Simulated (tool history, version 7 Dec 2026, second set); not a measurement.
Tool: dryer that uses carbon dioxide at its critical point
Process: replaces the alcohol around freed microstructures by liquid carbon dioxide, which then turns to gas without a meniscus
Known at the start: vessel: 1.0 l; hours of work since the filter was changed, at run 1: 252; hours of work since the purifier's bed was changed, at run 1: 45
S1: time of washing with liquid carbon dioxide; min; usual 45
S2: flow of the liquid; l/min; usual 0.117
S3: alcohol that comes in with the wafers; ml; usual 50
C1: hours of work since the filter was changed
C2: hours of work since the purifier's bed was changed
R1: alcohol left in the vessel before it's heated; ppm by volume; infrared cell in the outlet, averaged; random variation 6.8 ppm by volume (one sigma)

| run | day | S1 | S2 | S3 | C1 | C2 | R1 |
|---|---|---|---|---|---|---|---|
| 1 | 0.000 | 45 | 0.117 | 50 | 252 | 45 | 651 |
| 2 | 0.396 | 45 | 0.117 | 50 | 257 | 50 | 650 |
| 3 | 0.579 | 45 | 0.117 | 48 | 259 | 52 | 648 |
| 4 | 0.800 | 45 | 0.160 | 50 | 261 | 54 | 141 |
| 5 | 1.017 | 45 | 0.160 | 50 | 264 | 57 | 154 |
|  | 1.388 | inlet filter changed |
| 6 | 1.450 | 45 | 0.160 | 50 | 1 | 61 | 54 |
| 7 | 1.621 | 45 | 0.160 | 50 | 3 | 63 | 55 |
| 8 | 1.812 | 45 | 0.160 | 50 | 5 | 65 | 69 |
| 9 | 2.033 | 45 | 0.160 | 50 | 7 | 68 | 62 |
| 10 | 2.221 | 45 | 0.160 | 50 | 9 | 70 | 67 |
| 11 | 2.517 | 32 | 0.084 | 104 | 13 | 73 | 7730 |
| 12 | 2.854 | 32 | 0.084 | 104 | 17 | 77 | 7608 |
| 13 | 3.025 | 32 | 0.084 | 54 | 18 | 79 | 4006 |
| 14 | 3.396 | 67 | 0.084 | 54 | 23 | 83 | 264 |

Hidden state at the last listed run before each entry between runs and at the first one after, where it differs:
Between runs 5 and 6: inlet filter changed (day 1.388)
  flow that reaches the vessel past the clogged filter, %: 85.2 -> 99.7; alcohol in the recycled carbon dioxide, ppm: 15.3 -> 15.9
  measured less the result without the state, R1: +96 -> +11 ppm by volume
